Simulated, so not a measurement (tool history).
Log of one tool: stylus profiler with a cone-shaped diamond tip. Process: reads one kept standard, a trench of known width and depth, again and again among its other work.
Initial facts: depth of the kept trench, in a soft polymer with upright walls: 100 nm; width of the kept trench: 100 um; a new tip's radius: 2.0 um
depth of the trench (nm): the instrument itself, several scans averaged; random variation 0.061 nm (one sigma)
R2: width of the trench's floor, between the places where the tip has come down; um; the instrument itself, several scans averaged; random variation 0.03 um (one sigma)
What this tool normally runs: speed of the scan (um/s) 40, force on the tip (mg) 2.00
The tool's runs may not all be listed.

run 1 day=0.000 | speed_of_the_scan_(um/s)=40 force_on_the_tip_(mg)=2.00 | depth_of_the_trench_(nm)=100.59 R2=98.30
run 2 day=3.158 | speed_of_the_scan_(um/s)=51 force_on_the_tip_(mg)=2.00 | depth_of_the_trench_(nm)=100.73 R2=98.19
run 3 day=6.092 | speed_of_the_scan_(um/s)=11 force_on_the_tip_(mg)=2.00 | depth_of_the_trench_(nm)=100.80 R2=98.51
run 4 day=8.054 | speed_of_the_scan_(um/s)=11 force_on_the_tip_(mg)=2.00 | depth_of_the_trench_(nm)=100.66 R2=98.49
run 5 day=9.654 | speed_of_the_scan_(um/s)=11 force_on_the_tip_(mg)=2.00 | depth_of_the_trench_(nm)=100.80 R2=98.49
run 6 day=12.575 | speed_of_the_scan_(um/s)=40 force_on_the_tip_(mg)=2.00 | depth_of_the_trench_(nm)=100.69 R2=98.27
run 7 day=14.712 | speed_of_the_scan_(um/s)=40 force_on_the_tip_(mg)=2.00 | depth_of_the_trench_(nm)=100.83 R2=98.22
run 8 day=17.700 | speed_of_the_scan_(um/s)=40 force_on_the_tip_(mg)=2.00 | depth_of_the_trench_(nm)=100.77 R2=98.18
run 9 day=20.829 | speed_of_the_scan_(um/s)=40 force_on_the_tip_(mg)=2.79 | depth_of_the_trench_(nm)=100.93 R2=98.29
run 10 day=23.346 | speed_of_the_scan_(um/s)=40 force_on_the_tip_(mg)=2.79 | depth_of_the_trench_(nm)=100.96 R2=98.21
run 11 day=26.158 | speed_of_the_scan_(um/s)=40 force_on_the_tip_(mg)=2.79 | depth_of_the_trench_(nm)=100.95 R2=98.20
run 12 day=28.912 | speed_of_the_scan_(um/s)=11 force_on_the_tip_(mg)=0.83 | depth_of_the_trench_(nm)=100.49 R2=98.34
run 13 day=31.029 | speed_of_the_scan_(um/s)=69 force_on_the_tip_(mg)=4.48 | depth_of_the_trench_(nm)=101.07 R2=98.18
run 14 day=33.625 | speed_of_the_scan_(um/s)=39 force_on_the_tip_(mg)=1.59 | depth_of_the_trench_(nm)=100.69 R2=98.11
run 15 day=35.058 | speed_of_the_scan_(um/s)=39 force_on_the_tip_(mg)=1.54 | depth_of_the_trench_(nm)=100.83 R2=98.10
run 16 day=37.242 | speed_of_the_scan_(um/s)=143 force_on_the_tip_(mg)=5.89 | depth_of_the_trench_(nm)=101.40 R2=97.83
run 17 day=39.954 | speed_of_the_scan_(um/s)=143 force_on_the_tip_(mg)=5.89 | depth_of_the_trench_(nm)=101.48 R2=97.81
run 18 day=41.629 | speed_of_the_scan_(um/s)=115 force_on_the_tip_(mg)=3.20 | depth_of_the_trench_(nm)=101.07 R2=97.72
run 19 day=44.021 | speed_of_the_scan_(um/s)=85 force_on_the_tip_(mg)=0.68 | depth_of_the_trench_(nm)=100.54 R2=97.28
run 20 day=45.329 | speed_of_the_scan_(um/s)=40 force_on_the_tip_(mg)=1.98 | depth_of_the_trench_(nm)=100.82 R2=98.06
run 21 day=47.654 | speed_of_the_scan_(um/s)=11 force_on_the_tip_(mg)=4.72 | depth_of_the_trench_(nm)=101.28 R2=98.36
run 22 day=50.050 | speed_of_the_scan_(um/s)=12 force_on_the_tip_(mg)=2.88 | depth_of_the_trench_(nm)=100.97 R2=98.24

Below are 4 alternative next runs, each starting from the tool's condition after run 22. Predict each:
run A day=52.525 | speed_of_the_scan_(um/s)=12 force_on_the_tip_(mg)=0.76 | depth_of_the_trench_(nm)=? R2=?
run B day=52.525 | speed_of_the_scan_(um/s)=19 force_on_the_tip_(mg)=2.88 | depth_of_the_trench_(nm)=? R2=?
run C day=52.525 | speed_of_the_scan_(um/s)=17 force_on_the_tip_(mg)=1.05 | depth_of_the_trench_(nm)=? R2=?
run D day=52.525 | speed_of_the_scan_(um/s)=12 force_on_the_tip_(mg)=5.25 | depth_of_the_trench_(nm)=? R2=?

run=A depth_of_the_trench_(nm)=100.58 R2=98.20
run=B depth_of_the_trench_(nm)=101.13 R2=98.19
run=C depth_of_the_trench_(nm)=100.75 R2=98.20
run=D depth_of_the_trench_(nm)=101.40 R2=98.27
Had the tool no hidden state, the same runs would have come out as:
run=A depth_of_the_trench_(nm)=100.24 R2=98.63
run=B depth_of_the_trench_(nm)=100.79 R2=98.62
run=C depth_of_the_trench_(nm)=100.41 R2=98.64
run=D depth_of_the_trench_(nm)=101.06 R2=98.70

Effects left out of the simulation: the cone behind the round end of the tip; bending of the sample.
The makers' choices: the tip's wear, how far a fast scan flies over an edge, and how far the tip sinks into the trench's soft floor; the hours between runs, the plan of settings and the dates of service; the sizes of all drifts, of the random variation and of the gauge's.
